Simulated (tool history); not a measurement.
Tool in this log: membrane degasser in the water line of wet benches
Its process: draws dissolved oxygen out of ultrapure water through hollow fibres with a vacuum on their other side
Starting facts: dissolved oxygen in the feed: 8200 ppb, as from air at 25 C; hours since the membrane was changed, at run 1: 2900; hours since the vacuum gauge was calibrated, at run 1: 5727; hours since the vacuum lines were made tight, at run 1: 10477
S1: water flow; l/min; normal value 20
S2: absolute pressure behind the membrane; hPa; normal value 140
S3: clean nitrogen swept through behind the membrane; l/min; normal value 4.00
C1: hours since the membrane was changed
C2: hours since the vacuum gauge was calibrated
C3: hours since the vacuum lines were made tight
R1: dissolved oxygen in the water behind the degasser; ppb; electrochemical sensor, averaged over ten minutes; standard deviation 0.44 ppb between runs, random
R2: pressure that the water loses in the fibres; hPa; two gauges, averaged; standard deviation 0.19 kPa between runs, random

run 1 hour=0.0 | S1=20 S2=140 S3=4.00 | C1=2900 C2=5727 C3=10477 | R1=137.4 R2=394.5
run 2 hour=55.6 | S1=20 S2=140 S3=4.00 | C1=2956 C2=5783 C3=10532 | R1=136.8 R2=396.8
run 3 hour=105.6 | S1=21 S2=140 S3=4.00 | C1=3006 C2=5833 C3=10582 | R1=143.0 R2=416.0
run 4 hour=183.5 | S1=21 S2=140 S3=4.00 | C1=3084 C2=5911 C3=10660 | R1=142.8 R2=416.3
run 5 hour=245.5 | S1=24 S2=140 S3=4.00 | C1=3146 C2=5973 C3=10722 | R1=163.3 R2=479.0
run 6 hour=287.6 | S1=24 S2=140 S3=4.00 | C1=3188 C2=6015 C3=10764 | R1=163.5 R2=473.8
run 7 hour=326.9 | S1=24 S2=140 S3=4.00 | C1=3227 C2=6054 C3=10804 | R1=163.1 R2=475.7
run 8 hour=395.7 | S1=24 S2=140 S3=4.00 | C1=3296 C2=6123 C3=10872 | R1=164.3 R2=477.6
run 9 hour=443.1 | S1=24 S2=140 S3=4.00 | C1=3343 C2=6170 C3=10920 | R1=164.6 R2=476.1
run 10 hour=499.4 | S1=20 S2=140 S3=2.95 | C1=3400 C2=6227 C3=10976 | R1=182.6 R2=398.2
run 11 hour=572.6 | S1=20 S2=140 S3=10.18 | C1=3473 C2=6300 C3=11049 | R1=57.3 R2=400.4
run 12 hour=627.0 | S1=20 S2=140 S3=4.00 | C1=3527 C2=6354 C3=11104 | R1=136.8 R2=399.2
run 13 hour=710.1 | S1=20 S2=192 S3=8.61 | C1=3610 C2=6437 C3=11187 | R1=96.6 R2=397.9
run 14 hour=751.4 | S1=20 S2=192 S3=8.61 | C1=3652 C2=6479 C3=11228 | R1=96.3 R2=397.1
run 15 hour=787.0 | S1=20 S2=192 S3=8.61 | C1=3687 C2=6514 C3=11264 | R1=97.8 R2=402.0
run 16 hour=862.6 | S1=26 S2=140 S3=9.91 | C1=3763 C2=6590 C3=11339 | R1=77.4 R2=518.6
run 17 hour=919.0 | S1=26 S2=130 S3=6.87 | C1=3819 C2=6646 C3=11396 | R1=99.5 R2=521.8
run 18 hour=972.2 | S1=15 S2=131 S3=5.67 | C1=3872 C2=6699 C3=11449 | R1=68.7 R2=298.2
run 19 hour=1049.3 | S1=20 S2=105 S3=1.72 | C1=3949 C2=6776 C3=11526 | R1=206.3 R2=401.7
run 20 hour=1116.3 | S1=26 S2=182 S3=4.44 | C1=4016 C2=6843 C3=11593 | R1=218.6 R2=519.4
run 21 hour=1194.3 | S1=17 S2=86 S3=4.65 | C1=4094 C2=6921 C3=11671 | R1=53.2 R2=337.5
run 22 hour=1276.7 | S1=17 S2=86 S3=4.65 | C1=4177 C2=7004 C3=11753 | R1=53.4 R2=336.4
run 23 hour=1329.0 | S1=26 S2=86 S3=9.90 | C1=4229 C2=7056 C3=11806 | R1=42.6 R2=518.1

The logged runs with the hidden state left out (each run's random variation unchanged):
Hidden state at play: membrane still open, %; true pressure behind the membrane over the reading, kPa; air that leaks in behind the membrane, l/min; drift of the gauge itself on oxygen_ppb, %; drift of the gauge itself on loss_of_pressure_kpa, %.
run=1 R1=132.4 R2=387.4
run=2 R1=131.7 R2=389.5
run=3 R1=137.8 R2=408.3
run=4 R1=137.6 R2=408.3
run=5 R1=157.5 R2=469.7
run=6 R1=157.7 R2=464.3
run=7 R1=157.3 R2=466.1
run=8 R1=158.4 R2=467.8
run=9 R1=158.7 R2=466.2
run=10 R1=175.8 R2=389.8
run=11 R1=54.7 R2=391.8
run=12 R1=131.4 R2=390.4
run=13 R1=93.1 R2=389.0
run=14 R1=92.8 R2=388.1
run=15 R1=94.2 R2=392.9
run=16 R1=74.0 R2=506.5
run=17 R1=95.1 R2=509.5
run=18 R1=65.2 R2=291.1
run=19 R1=196.7 R2=391.9
run=20 R1=211.5 R2=506.6
run=21 R1=49.6 R2=329.0
run=22 R1=49.7 R2=327.7
run=23 R1=39.4 R2=504.6
